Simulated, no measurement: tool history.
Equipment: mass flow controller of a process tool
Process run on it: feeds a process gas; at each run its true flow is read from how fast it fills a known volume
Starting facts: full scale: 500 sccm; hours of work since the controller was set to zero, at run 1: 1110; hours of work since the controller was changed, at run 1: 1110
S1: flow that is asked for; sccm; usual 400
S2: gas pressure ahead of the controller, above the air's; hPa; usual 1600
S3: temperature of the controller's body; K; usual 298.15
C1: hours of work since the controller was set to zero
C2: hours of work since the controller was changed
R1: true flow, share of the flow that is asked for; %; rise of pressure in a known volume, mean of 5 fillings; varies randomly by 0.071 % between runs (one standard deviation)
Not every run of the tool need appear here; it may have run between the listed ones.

| run | hour | S1 | S2 | S3 | C1 | C2 | R1 |
|---|---|---|---|---|---|---|---|
| 1 | 0.0 | 400 | 1600 | 298.15 | 1110 | 1110 | 99.34 |
| 2 | 65.5 | 69 | 1600 | 298.15 | 1158 | 1158 | 96.78 |
| 3 | 186.7 | 400 | 1660 | 298.15 | 1247 | 1247 | 99.31 |
| 4 | 258.8 | 400 | 1600 | 298.15 | 1300 | 1300 | 99.47 |
| 5 | 366.3 | 400 | 1600 | 298.15 | 1379 | 1379 | 99.29 |
| 6 | 464.1 | 400 | 1600 | 298.15 | 1451 | 1451 | 99.29 |
| 7 | 538.1 | 400 | 1600 | 298.15 | 1505 | 1505 | 99.20 |
| 8 | 623.6 | 400 | 1600 | 298.15 | 1568 | 1568 | 99.19 |
| 9 | 723.9 | 93 | 2160 | 296.15 | 1641 | 1641 | 96.42 |
| 10 | 786.7 | 441 | 2760 | 296.15 | 1687 | 1687 | 98.79 |
| 11 | 908.2 | 78 | 2060 | 298.15 | 1777 | 1777 | 95.86 |
| 12 | 1028.9 | 100 | 1600 | 298.15 | 1865 | 1865 | 96.55 |
| 13 | 1147.3 | 198 | 1880 | 300.15 | 1952 | 1952 | 97.26 |
| 14 | 1202.4 | 198 | 1880 | 300.15 | 1993 | 1993 | 97.17 |

Here are 3 independent what-if runs from the current tool condition. What would each one return?
| A | 1275.7 | 400 | 1420 | 298.15 | 2047 | 2047 | ? |
| B | 1275.7 | 198 | 1880 | 301.15 | 2047 | 2047 | ? |
| C | 1275.7 | 96 | 2010 | 298.15 | 2047 | 2047 | ? |

| run | R1 |
|---|---|
| A | 99.11 |
| B | 97.23 |
| C | 95.96 |
Had the tool no hidden state, the same runs would have come out as:
| run | R1 |
|---|---|
| A | 99.88 |
| B | 98.37 |
| C | 97.86 |
